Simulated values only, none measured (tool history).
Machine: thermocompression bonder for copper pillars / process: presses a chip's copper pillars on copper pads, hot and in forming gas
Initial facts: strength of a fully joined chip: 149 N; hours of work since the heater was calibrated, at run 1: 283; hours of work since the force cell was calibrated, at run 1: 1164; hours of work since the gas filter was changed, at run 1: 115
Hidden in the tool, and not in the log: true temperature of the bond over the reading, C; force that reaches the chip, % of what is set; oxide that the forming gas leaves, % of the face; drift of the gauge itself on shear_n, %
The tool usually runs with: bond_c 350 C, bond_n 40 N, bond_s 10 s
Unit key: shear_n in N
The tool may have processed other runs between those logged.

| run | day | bond_c | bond_n | bond_s | hours of work since the heater was calibrated | hours of work since the force cell was calibrated | hours of work since the gas filter was changed | shear_n |
|---|---|---|---|---|---|---|---|---|
| 1 | 0 | 350 | 40 | 10 | 283 | 1164 | 115 | 92.5 |
| 2 | 2.321 | 350 | 36 | 10 | 320 | 1201 | 152 | 85.8 |
|  | 3.354 | forming gas filter changed |
| 3 | 4.117 | 350 | 36 | 10 | 349 | 1230 | 12 | 86.8 |
|  | 6.529 | force cell calibrated |
| 4 | 7.762 | 350 | 36 | 10 | 406 | 20 | 70 | 82.5 |
| 5 | 10.929 | 373 | 36 | 10 | 457 | 71 | 121 | 93 |
|  | 13.925 | forming gas filter changed |
| 6 | 14.688 | 350 | 40 | 23 | 517 | 131 | 12 | 111.8 |
| 7 | 17.033 | 341 | 40 | 10 | 555 | 168 | 50 | 84.8 |
| 8 | 20.179 | 341 | 40 | 10 | 605 | 219 | 100 | 84.2 |
| 9 | 22.888 | 341 | 40 | 10 | 649 | 262 | 144 | 83.6 |
|  | 24.638 | forming gas filter changed |
| 10 | 25.254 | 350 | 40 | 10 | 686 | 300 | 10 | 91.1 |
| 11 | 29.154 | 350 | 40 | 10 | 749 | 363 | 73 | 90.1 |
| 12 | 31.012 | 350 | 40 | 10 | 779 | 393 | 102 | 90.4 |
| 13 | 32.771 | 350 | 40 | 10 | 807 | 421 | 131 | 90 |
|  | 35.117 | forming gas filter changed |
| 14 | 35.5 | 350 | 40 | 10 | 851 | 464 | 6 | 91.8 |
| 15 | 38.012 | 377 | 40 | 10 | 891 | 505 | 46 | 104.1 |
| 16 | 41.258 | 377 | 40 | 12 | 943 | 557 | 99 | 108.9 |
| 17 | 44.608 | 377 | 40 | 12 | 997 | 611 | 152 | 108.7 |
|  | 45.671 | forming gas filter changed |
| 18 | 46.942 | 350 | 40 | 10 | 1034 | 648 | 20 | 93.9 |
| 19 | 50.821 | 350 | 40 | 10 | 1096 | 710 | 83 | 93.6 |
| 20 | 54.108 | 350 | 40 | 10 | 1149 | 763 | 136 | 93.2 |
|  | 56.292 | forming gas filter changed |
| 21 | 57.758 | 344 | 40 | 12 | 1208 | 821 | 24 | 96.4 |
| 22 | 60.971 | 344 | 40 | 12 | 1259 | 873 | 75 | 96 |
| 23 | 62.758 | 377 | 28 | 29 | 1288 | 902 | 104 | 109.8 |
| 24 | 65.029 | 359 | 54 | 29 | 1324 | 938 | 140 | 136.3 |
|  | 66.9 | forming gas filter changed |
| 25 | 68.742 | 359 | 54 | 29 | 1384 | 997 | 30 | 138.5 |
| 26 | 71.604 | 350 | 31 | 10 | 1430 | 1043 | 76 | 78.2 |
| 27 | 74.508 | 350 | 42 | 10 | 1476 | 1090 | 122 | 98.9 |
|  | 77.567 | forming gas filter changed |
| 28 | 78.379 | 350 | 41 | 16 | 1538 | 1152 | 13 | 112.2 |
| 29 | 82.371 | 340 | 25 | 8 | 1602 | 1216 | 77 | 56 |
|  | 85.358 | force cell calibrated |
| 30 | 86.296 | 325 | 39 | 10 | 1664 | 15 | 139 | 74.9 |
|  | 88.142 | forming gas filter changed |
| 31 | 88.65 | 336 | 33 | 10 | 1702 | 52 | 8 | 70.7 |
|  | 89.3 | heater calibrated with a thermocouple chip |
| 32 | 91.404 | 336 | 33 | 10 | 34 | 95 | 51 | 67.9 |
| 33 | 93.904 | 350 | 33 | 18 | 74 | 136 | 91 | 90.2 |
| 34 | 97.396 | 350 | 47 | 7 | 130 | 192 | 147 | 87.8 |
|  | 98.8 | forming gas filter changed |
| 35 | 99.479 | 344 | 58 | 9 | 163 | 225 | 11 | 107.1 |
| 36 | 101.183 | 344 | 58 | 9 | 191 | 252 | 38 | 108.9 |
| 37 | 103.321 | 344 | 58 | 9 | 225 | 286 | 73 | 109.2 |

4 ways to go on from here, each from the tool as it stands after run 37. What would each give?
| A | 106.062 | 344 | 27 | 9 | 269 | 331 | 117 | ? |
| B | 106.062 | 333 | 27 | 9 | 269 | 331 | 117 | ? |
| C | 106.062 | 377 | 46 | 21 | 269 | 331 | 117 | ? |
| D | 106.062 | 356 | 40 | 10 | 269 | 331 | 117 | ? |

| run | shear_n |
|---|---|
| A | 57.3 |
| B | 53.4 |
| C | 125.8 |
| D | 90.5 |
Without the tool's hidden state the same runs would have given:
| run | shear_n |
|---|---|
| A | 56.4 |
| B | 52.5 |
| C | 126.2 |
| D | 89.7 |
